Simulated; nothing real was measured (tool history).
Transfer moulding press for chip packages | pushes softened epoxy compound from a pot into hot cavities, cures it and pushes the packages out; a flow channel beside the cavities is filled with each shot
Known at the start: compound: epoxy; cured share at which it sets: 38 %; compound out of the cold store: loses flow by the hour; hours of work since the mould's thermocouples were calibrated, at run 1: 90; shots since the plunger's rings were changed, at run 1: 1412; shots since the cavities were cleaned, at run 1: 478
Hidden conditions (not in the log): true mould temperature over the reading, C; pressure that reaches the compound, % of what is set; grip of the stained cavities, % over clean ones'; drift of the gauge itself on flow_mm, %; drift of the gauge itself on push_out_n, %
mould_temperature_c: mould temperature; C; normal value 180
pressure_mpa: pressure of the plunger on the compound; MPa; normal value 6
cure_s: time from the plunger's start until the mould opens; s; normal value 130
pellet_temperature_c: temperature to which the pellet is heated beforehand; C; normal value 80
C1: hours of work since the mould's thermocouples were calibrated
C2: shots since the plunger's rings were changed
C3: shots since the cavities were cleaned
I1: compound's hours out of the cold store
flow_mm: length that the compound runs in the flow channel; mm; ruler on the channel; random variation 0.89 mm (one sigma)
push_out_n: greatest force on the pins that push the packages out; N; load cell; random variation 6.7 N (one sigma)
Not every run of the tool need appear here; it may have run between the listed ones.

Run 1, hour 0: usual settings; C1 90; C2 1412; C3 478; I1 26.7. Result: flow_mm 716.2 mm, push_out_n 439 N.
Run 2, hour 24.3: usual settings; C1 106; C2 1663; C3 729; I1 35.6. Result: flow_mm 687.9 mm, push_out_n 478 N.
At hour 31.1: cavities cleaned with cleaning compound and waxed.
Run 3, hour 69.7: usual settings; C1 135; C2 2118; C3 400; I1 47.1. Result: flow_mm 654.9 mm, push_out_n 557 N.
At hour 109.2: cavities cleaned with cleaning compound and waxed.
Run 4, hour 109.2: usual settings; C1 160; C2 2511; C3 0; I1 44.2. Result: flow_mm 660.3 mm, push_out_n 257 N.
At hour 123.7: plunger's sealing rings changed.
Run 5, hour 138.9: usual settings but mould_temperature_c 179 C; C1 178; C2 157; C3 282; I1 16.7. Result: flow_mm 759.1 mm, push_out_n 399 N.
At hour 184.6: cavities cleaned with cleaning compound and waxed, once more.
Run 6, hour 192: usual settings but mould_temperature_c 179 C; C1 212; C2 692; C3 77; I1 14.3. Result: flow_mm 763 mm, push_out_n 313 N.
Run 7, hour 232.2: usual settings but mould_temperature_c 179 C; C1 238; C2 1108; C3 493; I1 34.6. Result: flow_mm 699.8 mm, push_out_n 460 N.
At hour 261.5: cavities cleaned with cleaning compound and waxed.
Run 8, hour 281.1: usual settings but mould_temperature_c 179 C; C1 269; C2 1598; C3 202; I1 22.5. Result: flow_mm 732.7 mm, push_out_n 371 N.
Run 9, hour 324.8: usual settings but cure_s 124 s; C1 298; C2 2052; C3 656; I1 47.5. Result: flow_mm 655.2 mm, push_out_n 476 N.
At hour 342.4: cavities cleaned with cleaning compound and waxed.
Run 10, hour 353.2: usual settings; C1 316; C2 2330; C3 111; I1 26.4. Result: flow_mm 712 mm, push_out_n 305 N.
At hour 387.3: plunger's sealing rings changed.
At hour 400: mould's thermocouples calibrated.
Run 11, hour 409.3: usual settings but pressure_mpa 5.08 MPa; C1 6; C2 206; C3 645; I1 38.4. Result: flow_mm 636.2 mm, push_out_n 458 N.
At hour 425.8: cavities cleaned with cleaning compound and waxed.
Run 12, hour 433.6: usual settings but pressure_mpa 5.08 MPa; C1 21; C2 442; C3 80; I1 19.2. Result: flow_mm 686.9 mm, push_out_n 309 N.
Run 13, hour 480.1: usual settings but pressure_mpa 5.08 MPa; C1 52; C2 924; C3 562; I1 43.8. Result: flow_mm 616.2 mm, push_out_n 451 N.
At hour 506: cavities cleaned with cleaning compound and waxed.
Run 14, hour 521.9: usual settings but pressure_mpa 5.08 MPa; C1 78; C2 1342; C3 165; I1 26.4. Result: flow_mm 661.1 mm, push_out_n 362 N.
Run 15, hour 557.8: usual settings but mould_temperature_c 177 C, pressure_mpa 5.45 MPa; C1 102; C2 1714; C3 537; I1 26.3. Result: flow_mm 693.9 mm, push_out_n 514 N.
At hour 583.6: cavities cleaned with cleaning compound and waxed.
Run 16, hour 588.2: usual settings but mould_temperature_c 188 C, pressure_mpa 7.03 MPa, cure_s 158 s, pellet_temperature_c 79 C; C1 121; C2 2013; C3 48; I1 35.5. Result: flow_mm 718.6 mm, push_out_n 268 N.
Run 17, hour 614.6: usual settings; C1 138; C2 2286; C3 321; I1 32.6. Result: flow_mm 695.5 mm, push_out_n 401 N.
At hour 651.9: plunger's sealing rings changed.
Run 18, hour 661: usual settings; C1 167; C2 94; C3 775; I1 41.5. Result: flow_mm 682.8 mm, push_out_n 487 N.
At hour 664.9: cavities cleaned with cleaning compound and waxed.
Run 19, hour 693.8: usual settings; C1 188; C2 419; C3 300; I1 8.6. Result: flow_mm 781.1 mm, push_out_n 397 N.
At hour 743.5: cavities cleaned with cleaning compound and waxed.
Run 20, hour 746: usual settings; C1 221; C2 944; C3 26; I1 8.3. Result: flow_mm 779 mm, push_out_n 285 N.
Run 21, hour 795.2: usual settings but pressure_mpa 7.16 MPa, cure_s 128 s; C1 254; C2 1454; C3 536; I1 25.1. Result: flow_mm 787.6 mm, push_out_n 448 N.
At hour 821.8: cavities cleaned with cleaning compound and waxed.
Run 22, hour 821.8: usual settings but pressure_mpa 5.13 MPa, cure_s 128 s, pellet_temperature_c 88 C; C1 270; C2 1713; C3 0; I1 40.1. Result: flow_mm 626.6 mm, push_out_n 274 N.
Run 23, hour 866.9: usual settings but pressure_mpa 4.77 MPa, pellet_temperature_c 73 C; C1 300; C2 2180; C3 467; I1 25.6. Result: flow_mm 637.6 mm, push_out_n 443 N.
At hour 900: cavities cleaned with cleaning compound and waxed.
At hour 915.4: plunger's sealing rings changed.
Run 24, hour 916.6: usual settings but pressure_mpa 4.77 MPa, pellet_temperature_c 73 C; C1 330; C2 12; C3 146; I1 45.7. Result: flow_mm 601.6 mm, push_out_n 348 N.
At hour 938.9: mould's thermocouples calibrated.
Run 25, hour 966.8: usual settings but pressure_mpa 4.77 MPa, pellet_temperature_c 73 C; C1 18; C2 512; C3 646; I1 30.6. Result: flow_mm 636.7 mm, push_out_n 491 N.
At hour 982.8: cavities cleaned with cleaning compound and waxed.
Run 26, hour 1010.2: usual settings but mould_temperature_c 186 C, pressure_mpa 5.05 MPa, cure_s 112 s, pellet_temperature_c 82 C; C1 46; C2 945; C3 283; I1 15.7. Result: flow_mm 673.6 mm, push_out_n 382 N.
Run 27, hour 1044.2: usual settings but mould_temperature_c 182 C, pressure_mpa 5.05 MPa, cure_s 112 s, pellet_temperature_c 76 C; C1 68; C2 1297; C3 635; I1 10.4. Result: flow_mm 700.8 mm, push_out_n 518 N.

What if the next run were any one of these 3? Each begins from the tool's condition after run 27:
At hour 1062.6: cavities cleaned with cleaning compound and waxed.
Run A, hour 1075.9: usual settings but mould_temperature_c 184 C, pressure_mpa 5.54 MPa; C1 88; C2 1610; C3 137; I1 16.2. Result: flow_mm ?, push_out_n ?.
At hour 1062.6: cavities cleaned with cleaning compound and waxed.
Run B, hour 1075.9: usual settings but mould_temperature_c 179 C, pressure_mpa 5.05 MPa, cure_s 112 s, pellet_temperature_c 76 C; C1 88; C2 1610; C3 137; I1 26.8. Result: flow_mm ?, push_out_n ?.
At hour 1062.6: cavities cleaned with cleaning compound and waxed.
Run C, hour 1075.9: usual settings but mould_temperature_c 185 C, pressure_mpa 7.48 MPa, pellet_temperature_c 90 C; C1 88; C2 1610; C3 137; I1 19. Result: flow_mm ?, push_out_n ?.

run  flow_mm  push_out_n
  A    706.3         320
  B    663.2         426
  C    807.9         323
Without the tool's unlogged condition, the same runs would have read:
run  flow_mm  push_out_n
  A    716.8         257
  B      673         341
  C    819.9         258
